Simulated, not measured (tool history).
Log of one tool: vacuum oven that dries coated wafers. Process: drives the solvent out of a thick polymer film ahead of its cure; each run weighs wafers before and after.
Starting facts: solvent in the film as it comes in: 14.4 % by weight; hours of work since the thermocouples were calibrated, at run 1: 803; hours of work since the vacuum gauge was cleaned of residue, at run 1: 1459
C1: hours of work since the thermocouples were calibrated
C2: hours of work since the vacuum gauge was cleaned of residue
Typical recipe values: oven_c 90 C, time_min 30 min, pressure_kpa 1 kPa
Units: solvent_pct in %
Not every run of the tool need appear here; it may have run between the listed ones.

Run 1, hour 0: usual settings; C1 803; C2 1459. Result: solvent_pct 1.32 %.
At hour 16.9: oven's thermocouples calibrated.
Run 2, hour 47.7: usual settings but time_min 21 min; C1 20; C2 1488. Result: solvent_pct 1.96 %.
Run 3, hour 88.9: usual settings; C1 46; C2 1515. Result: solvent_pct 1.2 %.
Run 4, hour 133.9: usual settings; C1 75; C2 1543. Result: solvent_pct 1.23 %.
Run 5, hour 220: usual settings; C1 131; C2 1599. Result: solvent_pct 1.25 %.
Run 6, hour 295.9: usual settings but time_min 42 min; C1 180; C2 1648. Result: solvent_pct 0.97 %.
Run 7, hour 356: usual settings but time_min 42 min; C1 218; C2 1687. Result: solvent_pct 0.94 %.
Run 8, hour 410: usual settings; C1 253; C2 1721. Result: solvent_pct 1.28 %.
Run 9, hour 451.8: usual settings; C1 280; C2 1748. Result: solvent_pct 1.32 %.
Run 10, hour 532.4: usual settings but time_min 20 min; C1 332; C2 1800. Result: solvent_pct 2.26 %.
Run 11, hour 594.3: usual settings but time_min 20 min; C1 372; C2 1840. Result: solvent_pct 2.29 %.
Run 12, hour 673.5: usual settings; C1 423; C2 1891. Result: solvent_pct 1.34 %.
Run 13, hour 752.7: usual settings; C1 474; C2 1942. Result: solvent_pct 1.4 %.
Run 14, hour 807.9: usual settings; C1 509; C2 1978. Result: solvent_pct 1.41 %.
Run 15, hour 888.7: usual settings but time_min 22 min; C1 561; C2 2030. Result: solvent_pct 2.09 %.
Run 16, hour 970.6: usual settings but time_min 22 min; C1 614; C2 2082. Result: solvent_pct 2.13 %.
Run 17, hour 1053.1: usual settings but time_min 22 min; C1 667; C2 2135. Result: solvent_pct 2.14 %.
Run 18, hour 1128: usual settings but time_min 22 min; C1 716; C2 2184. Result: solvent_pct 2.18 %.
Run 19, hour 1184: usual settings but time_min 22 min; C1 752; C2 2220. Result: solvent_pct 2.18 %.
Run 20, hour 1238: usual settings but oven_c 85 C, pressure_kpa 3.13 kPa; C1 786; C2 2255. Result: solvent_pct 3.34 %.
At hour 1278.3: oven's thermocouples calibrated.
Run 21, hour 1303.8: usual settings but pressure_kpa 2.57 kPa; C1 16; C2 2296. Result: solvent_pct 2.01 %.
At hour 1313.8: vacuum gauge cleaned of residue and calibrated.
Run 22, hour 1381.5: usual settings but oven_c 103 C, time_min 33 min, pressure_kpa 0.97 kPa; C1 66; C2 44. Result: solvent_pct 0.59 %.
Run 23, hour 1446.6: usual settings but oven_c 103 C, time_min 33 min, pressure_kpa 0.97 kPa; C1 107; C2 86. Result: solvent_pct 0.62 %.
Run 24, hour 1505.5: usual settings but oven_c 94 C, time_min 33 min, pressure_kpa 0.53 kPa; C1 145; C2 124. Result: solvent_pct 0.79 %.
Run 25, hour 1553.8: usual settings but oven_c 94 C, time_min 33 min, pressure_kpa 0.53 kPa; C1 176; C2 155. Result: solvent_pct 0.85 %.
Run 26, hour 1641: usual settings but time_min 28 min, pressure_kpa 2.11 kPa; C1 233; C2 211. Result: solvent_pct 2.08 %.
Run 27, hour 1728.6: usual settings but oven_c 89 C, time_min 44 min, pressure_kpa 0.95 kPa; C1 289; C2 267. Result: solvent_pct 1.13 %.
At hour 1757.5: vacuum gauge cleaned of residue and calibrated, once more.
Run 28, hour 1807.6: usual settings but pressure_kpa 3.3 kPa; C1 339; C2 32. Result: solvent_pct 2 %.
Run 29, hour 1854.9: usual settings but oven_c 100 C, time_min 31 min, pressure_kpa 3.61 kPa; C1 369; C2 63. Result: solvent_pct 1.26 %.
Run 30, hour 1918.1: usual settings but oven_c 105 C; C1 410; C2 103. Result: solvent_pct 0.29 %.
Run 31, hour 2009.4: usual settings but oven_c 89 C, pressure_kpa 1.04 kPa; C1 469; C2 162. Result: solvent_pct 1.19 %.
Run 32, hour 2083.3: usual settings but oven_c 80 C, time_min 41 min, pressure_kpa 3.05 kPa; C1 517; C2 210. Result: solvent_pct 2.93 %.
Run 33, hour 2167.5: usual settings but oven_c 78 C, time_min 38 min; C1 571; C2 264. Result: solvent_pct 2.11 %.
Run 34, hour 2251.1: usual settings but oven_c 82 C, time_min 20 min; C1 625; C2 318. Result: solvent_pct 3.48 %.
Run 35, hour 2312.1: usual settings but oven_c 82 C, time_min 20 min; C1 664; C2 357. Result: solvent_pct 3.52 %.
Run 36, hour 2356.4: usual settings but oven_c 82 C, time_min 20 min; C1 692; C2 386. Result: solvent_pct 3.56 %.

For some of the steps in solvent_pct from one run to the next: how much would appear even if the tool had no hidden state, given the settings, what came in and random variation, and how much remains for the hidden state plus any gauge scatter that the measured result and the result without hidden state don't share?
Hidden conditions of the tool in this case: true wafer temperature over the reading, C; true pressure over the reading, kPa; drift of the gauge itself on solvent_pct, %.
Run 19 -> 20: oven_c 90 -> 85, time_min 22 -> 30, pressure_kpa 1 -> 3.13. solvent_pct +1.16 %: hidden state +0.15, all else +1.01.
Run 20 -> 21: oven_c 85 -> 90, pressure_kpa 3.13 -> 2.57, oven's thermocouples calibrated. solvent_pct -1.33 %: hidden state -0.38, all else -0.95.
Run 21 -> 22: oven_c 90 -> 103, time_min 30 -> 33, pressure_kpa 2.57 -> 0.97, vacuum gauge cleaned of residue and calibrated. solvent_pct -1.42 %: hidden state -0.07, all else -1.35.
Run 27 -> 28: oven_c 89 -> 90, time_min 44 -> 30, pressure_kpa 0.95 -> 3.3, vacuum gauge cleaned of residue and calibrated, once more. solvent_pct +0.87 %: hidden state -0.52, all else +1.39.
Run 31 -> 32: oven_c 89 -> 80, time_min 30 -> 41, pressure_kpa 1.04 -> 3.05. solvent_pct +1.74 %: hidden state +0.09, all else +1.65.
Run 33 -> 34: oven_c 78 -> 82, time_min 38 -> 20. solvent_pct +1.37 %: hidden state +0.05, all else +1.32.

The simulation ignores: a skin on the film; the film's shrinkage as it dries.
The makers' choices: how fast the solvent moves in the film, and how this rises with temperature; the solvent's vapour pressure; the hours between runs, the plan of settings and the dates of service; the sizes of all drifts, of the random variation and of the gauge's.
